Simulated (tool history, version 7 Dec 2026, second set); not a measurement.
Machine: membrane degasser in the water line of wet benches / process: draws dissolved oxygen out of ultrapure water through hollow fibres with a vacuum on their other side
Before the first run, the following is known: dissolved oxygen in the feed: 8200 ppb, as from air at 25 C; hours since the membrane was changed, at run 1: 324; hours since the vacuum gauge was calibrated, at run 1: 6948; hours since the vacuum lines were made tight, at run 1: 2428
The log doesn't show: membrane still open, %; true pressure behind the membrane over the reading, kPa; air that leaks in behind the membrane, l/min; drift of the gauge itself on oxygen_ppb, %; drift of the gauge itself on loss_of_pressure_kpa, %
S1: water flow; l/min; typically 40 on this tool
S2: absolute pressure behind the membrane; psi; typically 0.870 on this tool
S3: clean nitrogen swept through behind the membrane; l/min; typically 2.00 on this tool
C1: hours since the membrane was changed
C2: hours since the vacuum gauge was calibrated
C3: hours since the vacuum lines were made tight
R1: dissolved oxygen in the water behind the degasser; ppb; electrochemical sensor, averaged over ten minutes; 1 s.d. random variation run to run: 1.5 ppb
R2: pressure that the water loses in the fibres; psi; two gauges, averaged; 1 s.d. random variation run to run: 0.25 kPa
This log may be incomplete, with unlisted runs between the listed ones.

{"run": 1, "hour": 0.0, "S1": 40, "S2": 0.87, "S3": 2.0, "C1": 324, "C2": 6948, "C3": 2428, "R1": 148.2, "R2": 9.868}
{"run": 2, "hour": 43.4, "S1": 33, "S2": 0.87, "S3": 2.0, "C1": 368, "C2": 6991, "C3": 2472, "R1": 115.4, "R2": 8.134}
{"run": 3, "hour": 75.0, "S1": 33, "S2": 0.87, "S3": 2.0, "C1": 399, "C2": 7023, "C3": 2503, "R1": 114.5, "R2": 8.151}
{"run": 4, "hour": 138.9, "S1": 33, "S2": 0.87, "S3": 2.0, "C1": 463, "C2": 7086, "C3": 2567, "R1": 115.8, "R2": 8.109}
{"run": 5, "hour": 178.3, "S1": 33, "S2": 0.87, "S3": 2.0, "C1": 503, "C2": 7126, "C3": 2606, "R1": 114.8, "R2": 8.147}
{"run": 6, "hour": 246.1, "S1": 40, "S2": 0.87, "S3": 0.94, "C1": 571, "C2": 7194, "C3": 2674, "R1": 256.8, "R2": 9.892}
{"run": 7, "hour": 303.9, "S1": 40, "S2": 0.87, "S3": 0.94, "C1": 628, "C2": 7251, "C3": 2732, "R1": 253.0, "R2": 9.877}
{"run": 8, "hour": 364.7, "S1": 47, "S2": 0.87, "S3": 2.0, "C1": 689, "C2": 7312, "C3": 2793, "R1": 190.3, "R2": 11.651}
{"run": 9, "hour": 419.0, "S1": 47, "S2": 0.87, "S3": 2.0, "C1": 743, "C2": 7366, "C3": 2847, "R1": 193.2, "R2": 11.678}
{"run": 10, "hour": 466.5, "S1": 47, "S2": 0.87, "S3": 2.0, "C1": 791, "C2": 7414, "C3": 2895, "R1": 193.1, "R2": 11.657}
{"run": 11, "hour": 500.3, "S1": 47, "S2": 0.87, "S3": 2.0, "C1": 825, "C2": 7448, "C3": 2929, "R1": 193.1, "R2": 11.718}
{"run": 12, "hour": 549.7, "S1": 47, "S2": 0.87, "S3": 2.0, "C1": 874, "C2": 7497, "C3": 2978, "R1": 191.1, "R2": 11.703}
{"run": 13, "hour": 617.5, "S1": 47, "S2": 0.87, "S3": 2.0, "C1": 942, "C2": 7565, "C3": 3046, "R1": 192.2, "R2": 11.726}
{"run": 14, "hour": 657.8, "S1": 47, "S2": 0.87, "S3": 2.0, "C1": 982, "C2": 7605, "C3": 3086, "R1": 192.4, "R2": 11.67}
{"run": 15, "hour": 692.3, "S1": 47, "S2": 0.87, "S3": 2.0, "C1": 1017, "C2": 7640, "C3": 3120, "R1": 192.2, "R2": 11.734}
{"run": 16, "hour": 740.2, "S1": 40, "S2": 0.87, "S3": 2.0, "C1": 1065, "C2": 7688, "C3": 3168, "R1": 148.5, "R2": 9.963}
{"run": 17, "hour": 799.1, "S1": 40, "S2": 0.87, "S3": 2.63, "C1": 1124, "C2": 7747, "C3": 3227, "R1": 123.0, "R2": 9.951}
{"run": 18, "hour": 850.0, "S1": 40, "S2": 0.87, "S3": 2.63, "C1": 1174, "C2": 7798, "C3": 3278, "R1": 121.9, "R2": 10.003}
{"run": 19, "hour": 887.6, "S1": 40, "S2": 0.87, "S3": 2.63, "C1": 1212, "C2": 7835, "C3": 3316, "R1": 124.2, "R2": 9.996}
{"run": 20, "hour": 929.5, "S1": 40, "S2": 1.25, "S3": 4.82, "C1": 1254, "C2": 7877, "C3": 3358, "R1": 130.4, "R2": 9.971}
{"run": 21, "hour": 989.7, "S1": 55, "S2": 1.463, "S3": 1.61, "C1": 1314, "C2": 7937, "C3": 3418, "R1": 547.2, "R2": 13.774}
{"hour": 1018.7, "done": "vacuum gauge calibrated"}
{"run": 22, "hour": 1044.6, "S1": 51, "S2": 1.463, "S3": 1.61, "C1": 1369, "C2": 26, "C3": 3472, "R1": 497.9, "R2": 12.756}
{"run": 23, "hour": 1077.4, "S1": 51, "S2": 1.463, "S3": 1.61, "C1": 1401, "C2": 59, "C3": 3505, "R1": 498.4, "R2": 12.797}
{"run": 24, "hour": 1120.0, "S1": 51, "S2": 1.463, "S3": 1.61, "C1": 1444, "C2": 101, "C3": 3548, "R1": 498.6, "R2": 12.75}
{"run": 25, "hour": 1151.1, "S1": 26, "S2": 0.87, "S3": 2.09, "C1": 1475, "C2": 132, "C3": 3579, "R1": 81.2, "R2": 6.514}
{"run": 26, "hour": 1179.4, "S1": 26, "S2": 1.999, "S3": 2.07, "C1": 1503, "C2": 161, "C3": 3607, "R1": 302.9, "R2": 6.543}
{"run": 27, "hour": 1229.8, "S1": 37, "S2": 0.899, "S3": 2.7, "C1": 1554, "C2": 211, "C3": 3657, "R1": 114.8, "R2": 9.249}
{"run": 28, "hour": 1280.9, "S1": 51, "S2": 0.647, "S3": 2.7, "C1": 1605, "C2": 262, "C3": 3709, "R1": 121.0, "R2": 12.813}
{"run": 29, "hour": 1321.0, "S1": 40, "S2": 0.835, "S3": 1.82, "C1": 1645, "C2": 302, "C3": 3749, "R1": 148.0, "R2": 10.021}
{"run": 30, "hour": 1355.0, "S1": 40, "S2": 1.756, "S3": 2.0, "C1": 1679, "C2": 336, "C3": 3783, "R1": 404.8, "R2": 10.077}
{"run": 31, "hour": 1389.6, "S1": 40, "S2": 1.756, "S3": 2.0, "C1": 1714, "C2": 371, "C3": 3817, "R1": 408.8, "R2": 10.019}
{"run": 32, "hour": 1418.6, "S1": 42, "S2": 1.226, "S3": 2.0, "C1": 1742, "C2": 400, "C3": 3846, "R1": 272.6, "R2": 10.527}

Across each entry between runs, compare the hidden state at the last listed run before it with the hidden state at the first listed run after it:
From run 21 to run 22: vacuum gauge calibrated (hour 1018.7)
  drift of the gauge itself on loss_of_pressure_kpa, %: 1.38 -> 1.46
  measured minus no-state result, R2: +0.189 -> +0.183 psi
